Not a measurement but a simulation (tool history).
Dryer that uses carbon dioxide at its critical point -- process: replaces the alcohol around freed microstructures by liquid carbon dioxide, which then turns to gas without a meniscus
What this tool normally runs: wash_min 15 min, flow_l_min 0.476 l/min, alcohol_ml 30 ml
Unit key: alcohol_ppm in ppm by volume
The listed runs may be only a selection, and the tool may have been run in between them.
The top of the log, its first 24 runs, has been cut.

{"run": 25, "hour": 171.6, "wash_min": 15, "flow_l_min": 0.476, "alcohol_ml": 30, "alcohol_ppm": 286}
{"run": 26, "hour": 178.8, "wash_min": 18, "flow_l_min": 0.366, "alcohol_ml": 30, "alcohol_ppm": 395}
{"run": 27, "hour": 186.6, "wash_min": 15, "flow_l_min": 0.476, "alcohol_ml": 31, "alcohol_ppm": 307}
{"run": 28, "hour": 192.2, "wash_min": 10, "flow_l_min": 0.473, "alcohol_ml": 25, "alcohol_ppm": 1034}
{"run": 29, "hour": 202.9, "wash_min": 10, "flow_l_min": 0.473, "alcohol_ml": 25, "alcohol_ppm": 1032}
{"run": 30, "hour": 208.0, "wash_min": 16, "flow_l_min": 0.768, "alcohol_ml": 52, "alcohol_ppm": 73}
{"run": 31, "hour": 216.8, "wash_min": 16, "flow_l_min": 0.455, "alcohol_ml": 54, "alcohol_ppm": 429}
{"run": 32, "hour": 225.3, "wash_min": 16, "flow_l_min": 0.352, "alcohol_ml": 97, "alcohol_ppm": 2188}
{"run": 33, "hour": 235.1, "wash_min": 16, "flow_l_min": 0.352, "alcohol_ml": 97, "alcohol_ppm": 2197}
{"run": 34, "hour": 245.0, "wash_min": 16, "flow_l_min": 0.352, "alcohol_ml": 97, "alcohol_ppm": 2217}
{"run": 35, "hour": 253.5, "wash_min": 11, "flow_l_min": 0.499, "alcohol_ml": 100, "alcohol_ppm": 2483}
{"run": 36, "hour": 258.0, "wash_min": 10, "flow_l_min": 0.476, "alcohol_ml": 21, "alcohol_ppm": 922}
{"run": 37, "hour": 265.7, "wash_min": 10, "flow_l_min": 0.502, "alcohol_ml": 42, "alcohol_ppm": 1463}
{"run": 38, "hour": 274.9, "wash_min": 10, "flow_l_min": 0.476, "alcohol_ml": 30, "alcohol_ppm": 1272}
{"run": 39, "hour": 284.0, "wash_min": 10, "flow_l_min": 0.476, "alcohol_ml": 30, "alcohol_ppm": 1275}
{"run": 40, "hour": 294.3, "wash_min": 10, "flow_l_min": 0.476, "alcohol_ml": 30, "alcohol_ppm": 1259}
{"run": 41, "hour": 301.8, "wash_min": 10, "flow_l_min": 0.476, "alcohol_ml": 30, "alcohol_ppm": 1312}
{"run": 42, "hour": 312.0, "wash_min": 10, "flow_l_min": 0.476, "alcohol_ml": 30, "alcohol_ppm": 1269}
{"run": 43, "hour": 316.7, "wash_min": 10, "flow_l_min": 0.476, "alcohol_ml": 98, "alcohol_ppm": 4057}
{"run": 44, "hour": 322.2, "wash_min": 10, "flow_l_min": 0.476, "alcohol_ml": 98, "alcohol_ppm": 4113}
{"run": 45, "hour": 330.5, "wash_min": 12, "flow_l_min": 0.338, "alcohol_ml": 46, "alcohol_ppm": 3104}
{"run": 46, "hour": 340.9, "wash_min": 12, "flow_l_min": 0.395, "alcohol_ml": 115, "alcohol_ppm": 4852}
{"run": 47, "hour": 349.5, "wash_min": 12, "flow_l_min": 0.585, "alcohol_ml": 115, "alcohol_ppm": 1085}

Below are 3 alternative next runs, each starting from the tool's condition after run 47. Predict each:
{"run": "A", "hour": 356.2, "wash_min": 21, "flow_l_min": 0.355, "alcohol_ml": 30, "alcohol_ppm": "?"}
{"run": "B", "hour": 356.2, "wash_min": 15, "flow_l_min": 0.476, "alcohol_ml": 27, "alcohol_ppm": "?"}
{"run": "C", "hour": 356.2, "wash_min": 17, "flow_l_min": 0.476, "alcohol_ml": 30, "alcohol_ppm": "?"}

run=A alcohol_ppm=287
run=B alcohol_ppm=313
run=C alcohol_ppm=207
Without the tool's unlogged condition, the same runs would have read:
run=A alcohol_ppm=166
run=B alcohol_ppm=186
run=C alcohol_ppm=98
